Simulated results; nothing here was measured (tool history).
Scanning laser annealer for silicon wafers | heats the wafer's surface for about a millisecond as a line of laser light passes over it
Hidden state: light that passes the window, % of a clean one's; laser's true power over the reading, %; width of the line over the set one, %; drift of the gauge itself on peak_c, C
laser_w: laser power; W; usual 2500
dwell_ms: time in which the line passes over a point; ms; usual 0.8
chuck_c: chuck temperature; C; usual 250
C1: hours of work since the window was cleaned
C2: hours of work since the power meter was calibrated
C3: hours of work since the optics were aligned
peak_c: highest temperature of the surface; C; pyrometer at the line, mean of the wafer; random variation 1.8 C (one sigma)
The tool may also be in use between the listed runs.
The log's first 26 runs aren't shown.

Run 27, hour 426.1: usual settings but dwell_ms 0.758 ms, chuck_c 229 C; C1 50; C2 412; C3 1075. Result: peak_c 1033 C.
Run 28, hour 446.9: usual settings but laser_w 2566 W, dwell_ms 0.66 ms; C1 65; C2 428; C3 1091. Result: peak_c 1027 C.
Run 29, hour 463: usual settings but laser_w 2196 W, dwell_ms 0.66 ms, chuck_c 254 C; C1 78; C2 440; C3 1103. Result: peak_c 894 C.
Run 30, hour 482.9: usual settings but dwell_ms 0.858 ms, chuck_c 213 C; C1 93; C2 455; C3 1118. Result: peak_c 1069 C.
Run 31, hour 499.7: usual settings but laser_w 2192 W, dwell_ms 0.639 ms, chuck_c 243 C; C1 106; C2 468; C3 1131. Result: peak_c 877 C.
Run 32, hour 514.4: usual settings but laser_w 2237 W; C1 117; C2 479; C3 1142. Result: peak_c 973 C.
Run 33, hour 524.8: usual settings but laser_w 2661 W, dwell_ms 0.609 ms, chuck_c 244 C; C1 125; C2 487; C3 1150. Result: peak_c 1022 C.
Run 34, hour 544.9: usual settings but laser_w 2367 W, dwell_ms 0.672 ms; C1 140; C2 502; C3 1165. Result: peak_c 961 C.
Run 35, hour 554.4: usual settings but laser_w 2359 W, dwell_ms 0.672 ms, chuck_c 242 C; C1 147; C2 509; C3 1173. Result: peak_c 950 C.
Run 36, hour 571: usual settings but laser_w 2184 W, chuck_c 245 C; C1 160; C2 522; C3 1185. Result: peak_c 949 C.
Run 37, hour 580.5: usual settings but laser_w 2184 W, chuck_c 245 C; C1 167; C2 529; C3 1192. Result: peak_c 948 C.

Forecast each of these 5 alternatives for the next run:
Run A, hour 594.6: usual settings but laser_w 2467 W, dwell_ms 0.966 ms, chuck_c 237 C; C1 178; C2 540; C3 1203. Result: peak_c ?.
Run B, hour 594.6: usual settings but laser_w 2470 W, dwell_ms 0.645 ms, chuck_c 265 C; C1 178; C2 540; C3 1203. Result: peak_c ?.
Run C, hour 594.6: usual settings but dwell_ms 0.694 ms, chuck_c 254 C; C1 178; C2 540; C3 1203. Result: peak_c ?.
Run D, hour 594.6: usual settings but laser_w 2734 W, dwell_ms 0.739 ms; C1 178; C2 540; C3 1203. Result: peak_c ?.
Run E, hour 594.6: usual settings but laser_w 2720 W, dwell_ms 0.575 ms; C1 178; C2 540; C3 1203. Result: peak_c ?.

run  peak_c
  A    1131
  B     999
  C    1025
  D    1136
  E    1025
Without the tool's hidden state the same runs would have given:
run  peak_c
  A    1132
  B    1000
  C    1026
  D    1137
  E    1026

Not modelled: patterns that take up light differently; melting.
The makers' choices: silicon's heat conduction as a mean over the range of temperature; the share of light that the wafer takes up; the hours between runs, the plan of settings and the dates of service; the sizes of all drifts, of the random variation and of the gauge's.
